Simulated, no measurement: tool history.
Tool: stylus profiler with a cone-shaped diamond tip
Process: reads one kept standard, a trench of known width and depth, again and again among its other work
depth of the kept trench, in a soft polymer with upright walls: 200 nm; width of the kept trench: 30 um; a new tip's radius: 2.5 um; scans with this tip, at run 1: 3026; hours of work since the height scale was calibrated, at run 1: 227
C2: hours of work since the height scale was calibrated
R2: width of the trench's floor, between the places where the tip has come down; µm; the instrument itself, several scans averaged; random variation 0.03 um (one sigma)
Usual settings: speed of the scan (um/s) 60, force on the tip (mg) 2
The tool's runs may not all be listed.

{"run": 1, "day": 0.0, "speed of the scan (um/s)": 60, "force on the tip (mg)": 2, "scans with this tip": 3026, "C2": 227, "depth of the trench (nm)": 201.03, "R2": 27.67}
{"run": 2, "day": 3.246, "speed of the scan (um/s)": 180, "force on the tip (mg)": 2, "scans with this tip": 3524, "C2": 264, "depth of the trench (nm)": 201.07, "R2": 27.38}
{"run": 3, "day": 5.788, "speed of the scan (um/s)": 180, "force on the tip (mg)": 2, "scans with this tip": 3914, "C2": 293, "depth of the trench (nm)": 201.08, "R2": 27.36}
{"run": 4, "day": 9.142, "speed of the scan (um/s)": 60, "force on the tip (mg)": 1.26, "scans with this tip": 4428, "C2": 332, "depth of the trench (nm)": 200.79, "R2": 27.63}
{"run": 5, "day": 10.692, "speed of the scan (um/s)": 60, "force on the tip (mg)": 1.26, "scans with this tip": 4666, "C2": 349, "depth of the trench (nm)": 200.85, "R2": 27.56}
{"run": 6, "day": 13.146, "speed of the scan (um/s)": 60, "force on the tip (mg)": 1.26, "scans with this tip": 5042, "C2": 378, "depth of the trench (nm)": 200.85, "R2": 27.56}
{"run": 7, "day": 16.542, "speed of the scan (um/s)": 60, "force on the tip (mg)": 1.5, "scans with this tip": 5563, "C2": 417, "depth of the trench (nm)": 200.93, "R2": 27.59}
{"run": 8, "day": 18.871, "speed of the scan (um/s)": 183, "force on the tip (mg)": 0.78, "scans with this tip": 5920, "C2": 443, "depth of the trench (nm)": 200.67, "R2": 26.9}
{"run": 9, "day": 20.696, "speed of the scan (um/s)": 183, "force on the tip (mg)": 0.78, "scans with this tip": 6200, "C2": 464, "depth of the trench (nm)": 200.67, "R2": 26.95}
{"day": 21.0, "done": "height scale calibrated on a step standard"}
{"run": 10, "day": 23.308, "speed of the scan (um/s)": 34, "force on the tip (mg)": 1.2, "scans with this tip": 6598, "C2": 27, "depth of the trench (nm)": 200.87, "R2": 27.67}
{"run": 11, "day": 24.846, "speed of the scan (um/s)": 65, "force on the tip (mg)": 0.97, "scans with this tip": 6833, "C2": 44, "depth of the trench (nm)": 200.85, "R2": 27.5}
{"run": 12, "day": 27.371, "speed of the scan (um/s)": 65, "force on the tip (mg)": 0.97, "scans with this tip": 7220, "C2": 73, "depth of the trench (nm)": 200.83, "R2": 27.43}

Hidden state at the last listed run before each entry between runs and at the first one after, where it differs:
Between runs 9 and 10: height scale calibrated on a step standard (day 21)
  radius of the tip, um: 3.19 -> 3.22; height scale over the true one, %: 0.085 -> 0.103
  measured less the result without the state, depth of the trench (nm): +0.17 -> +0.21; R2: -0.27 -> -0.28 µm
